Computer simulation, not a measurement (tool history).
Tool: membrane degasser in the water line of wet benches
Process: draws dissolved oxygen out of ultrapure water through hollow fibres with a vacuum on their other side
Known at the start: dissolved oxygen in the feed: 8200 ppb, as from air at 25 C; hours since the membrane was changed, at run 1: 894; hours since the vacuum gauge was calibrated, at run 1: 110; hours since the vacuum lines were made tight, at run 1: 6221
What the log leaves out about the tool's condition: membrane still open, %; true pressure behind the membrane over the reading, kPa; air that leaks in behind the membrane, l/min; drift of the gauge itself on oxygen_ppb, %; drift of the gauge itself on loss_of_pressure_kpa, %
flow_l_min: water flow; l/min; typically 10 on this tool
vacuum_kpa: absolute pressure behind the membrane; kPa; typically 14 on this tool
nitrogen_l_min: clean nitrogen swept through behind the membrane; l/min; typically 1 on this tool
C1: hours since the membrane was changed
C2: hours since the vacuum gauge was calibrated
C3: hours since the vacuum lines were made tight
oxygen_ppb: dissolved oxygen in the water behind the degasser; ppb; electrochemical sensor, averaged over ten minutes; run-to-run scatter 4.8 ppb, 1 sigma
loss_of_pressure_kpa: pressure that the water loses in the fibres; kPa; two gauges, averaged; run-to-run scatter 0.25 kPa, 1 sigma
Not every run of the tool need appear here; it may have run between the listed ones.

Run 1, hour 0: usual settings; C1 894; C2 110; C3 6221. Result: oxygen_ppb 477.1 ppb, loss_of_pressure_kpa 64.52 kPa.
Run 2, hour 24.2: usual settings; C1 918; C2 134; C3 6245. Result: oxygen_ppb 479.9 ppb, loss_of_pressure_kpa 65.56 kPa.
Run 3, hour 71.2: usual settings; C1 965; C2 181; C3 6292. Result: oxygen_ppb 483.6 ppb, loss_of_pressure_kpa 65.49 kPa.
Run 4, hour 123.3: usual settings but nitrogen_l_min 1.5 l/min; C1 1017; C2 233; C3 6345. Result: oxygen_ppb 408.2 ppb, loss_of_pressure_kpa 64.69 kPa.
Run 5, hour 166.8: usual settings but nitrogen_l_min 1.5 l/min; C1 1061; C2 277; C3 6388. Result: oxygen_ppb 397.4 ppb, loss_of_pressure_kpa 65.16 kPa.
Run 6, hour 193.1: usual settings but nitrogen_l_min 1.5 l/min; C1 1087; C2 303; C3 6414. Result: oxygen_ppb 404.3 ppb, loss_of_pressure_kpa 65.37 kPa.
Run 7, hour 234.5: usual settings but nitrogen_l_min 1.5 l/min; C1 1128; C2 345; C3 6456. Result: oxygen_ppb 401.7 ppb, loss_of_pressure_kpa 65.23 kPa.
Run 8, hour 282.3: usual settings but nitrogen_l_min 1.5 l/min; C1 1176; C2 392; C3 6504. Result: oxygen_ppb 409 ppb, loss_of_pressure_kpa 65.29 kPa.
Run 9, hour 304.5: usual settings but vacuum_kpa 31.1 kPa; C1 1198; C2 415; C3 6526. Result: oxygen_ppb 833.6 ppb, loss_of_pressure_kpa 65.37 kPa.
Run 10, hour 331.5: usual settings but vacuum_kpa 31.1 kPa; C1 1225; C2 442; C3 6553. Result: oxygen_ppb 819.4 ppb, loss_of_pressure_kpa 65.37 kPa.
Run 11, hour 366.2: usual settings; C1 1260; C2 476; C3 6587. Result: oxygen_ppb 484.5 ppb, loss_of_pressure_kpa 65.26 kPa.
Run 12, hour 390.3: usual settings; C1 1284; C2 501; C3 6612. Result: oxygen_ppb 476.7 ppb, loss_of_pressure_kpa 65.46 kPa.
Run 13, hour 443.6: usual settings; C1 1337; C2 554; C3 6665. Result: oxygen_ppb 473.1 ppb, loss_of_pressure_kpa 65.82 kPa.
Run 14, hour 489.3: usual settings; C1 1383; C2 600; C3 6711. Result: oxygen_ppb 475.7 ppb, loss_of_pressure_kpa 65.46 kPa.
Run 15, hour 522.2: usual settings; C1 1416; C2 632; C3 6743. Result: oxygen_ppb 473 ppb, loss_of_pressure_kpa 65.79 kPa.
Run 16, hour 551: usual settings; C1 1445; C2 661; C3 6772. Result: oxygen_ppb 488.6 ppb, loss_of_pressure_kpa 66.05 kPa.
Run 17, hour 586.4: usual settings but flow_l_min 12 l/min, vacuum_kpa 31.2 kPa, nitrogen_l_min 0.85 l/min; C1 1480; C2 697; C3 6808. Result: oxygen_ppb 1161.5 ppb, loss_of_pressure_kpa 78.79 kPa.
Run 18, hour 611.6: usual settings but flow_l_min 7 l/min, vacuum_kpa 23.8 kPa, nitrogen_l_min 0.41 l/min; C1 1505; C2 722; C3 6833. Result: oxygen_ppb 784.7 ppb, loss_of_pressure_kpa 45.68 kPa.
Run 19, hour 666.2: usual settings but flow_l_min 7 l/min, vacuum_kpa 22.4 kPa, nitrogen_l_min 0.46 l/min; C1 1560; C2 776; C3 6887. Result: oxygen_ppb 684 ppb, loss_of_pressure_kpa 46.12 kPa.
Run 20, hour 690.3: usual settings but flow_l_min 7 l/min, vacuum_kpa 25.1 kPa, nitrogen_l_min 0.42 l/min; C1 1584; C2 801; C3 6912. Result: oxygen_ppb 810.2 ppb, loss_of_pressure_kpa 46.2 kPa.
Run 21, hour 719.6: usual settings but flow_l_min 7 l/min, vacuum_kpa 25.1 kPa, nitrogen_l_min 0.42 l/min; C1 1613; C2 830; C3 6941. Result: oxygen_ppb 825.8 ppb, loss_of_pressure_kpa 46.21 kPa.
Run 22, hour 768.1: usual settings but flow_l_min 9 l/min, vacuum_kpa 33.4 kPa, nitrogen_l_min 0.42 l/min; C1 1662; C2 878; C3 6989. Result: oxygen_ppb 1376.6 ppb, loss_of_pressure_kpa 59.63 kPa.
Run 23, hour 794.4: usual settings but flow_l_min 12 l/min; C1 1688; C2 905; C3 7016. Result: oxygen_ppb 685.9 ppb, loss_of_pressure_kpa 79.33 kPa.
Run 24, hour 838.9: usual settings but flow_l_min 12 l/min; C1 1733; C2 949; C3 7060. Result: oxygen_ppb 688.5 ppb, loss_of_pressure_kpa 78.31 kPa.
Run 25, hour 883.7: usual settings but flow_l_min 12 l/min; C1 1778; C2 994; C3 7105. Result: oxygen_ppb 678 ppb, loss_of_pressure_kpa 79.49 kPa.
Run 26, hour 906.8: usual settings but flow_l_min 12 l/min; C1 1801; C2 1017; C3 7128. Result: oxygen_ppb 680.3 ppb, loss_of_pressure_kpa 79.34 kPa.
Run 27, hour 946.3: usual settings but flow_l_min 15 l/min, nitrogen_l_min 0.72 l/min; C1 1840; C2 1056; C3 7168. Result: oxygen_ppb 1124.1 ppb, loss_of_pressure_kpa 99.49 kPa.
Run 28, hour 988.7: usual settings but flow_l_min 15 l/min, nitrogen_l_min 0.72 l/min; C1 1882; C2 1099; C3 7210. Result: oxygen_ppb 1117.5 ppb, loss_of_pressure_kpa 98.91 kPa.
Run 29, hour 1019.5: usual settings but vacuum_kpa 9.3 kPa, nitrogen_l_min 2.91 l/min; C1 1913; C2 1130; C3 7241. Result: oxygen_ppb 294.9 ppb, loss_of_pressure_kpa 66.29 kPa.
Run 30, hour 1049.1: usual settings but flow_l_min 7 l/min, vacuum_kpa 9.3 kPa, nitrogen_l_min 2.91 l/min; C1 1943; C2 1159; C3 7270. Result: oxygen_ppb 100.6 ppb, loss_of_pressure_kpa 46.41 kPa.
Run 31, hour 1083: usual settings but flow_l_min 7 l/min; C1 1977; C2 1193; C3 7304. Result: oxygen_ppb 242.4 ppb, loss_of_pressure_kpa 46.28 kPa.
Run 32, hour 1117: usual settings but flow_l_min 7 l/min; C1 2011; C2 1227; C3 7338. Result: oxygen_ppb 239.3 ppb, loss_of_pressure_kpa 46.87 kPa.

How would selected steps in loss_of_pressure_kpa from run to run divide? Give the signed amount a tool lacking its hidden state would still show from settings, what came in and random variation, and the signed amount left for the hidden state, including any gauge scatter that is not in both of the compared results.
Run 17 -> 18: flow_l_min 12 -> 7, vacuum_kpa 31.2 -> 23.8, nitrogen_l_min 0.85 -> 0.41. loss_of_pressure_kpa -33.11 kPa: hidden state -0.36, all else -32.75.
Run 26 -> 27: flow_l_min 12 -> 15, nitrogen_l_min 1 -> 0.72. loss_of_pressure_kpa +20.15 kPa: hidden state +0.44, all else +19.71.
Run 28 -> 29: flow_l_min 15 -> 10, vacuum_kpa 14 -> 9.3, nitrogen_l_min 0.72 -> 2.91. loss_of_pressure_kpa -32.62 kPa: hidden state -0.59, all else -32.03.
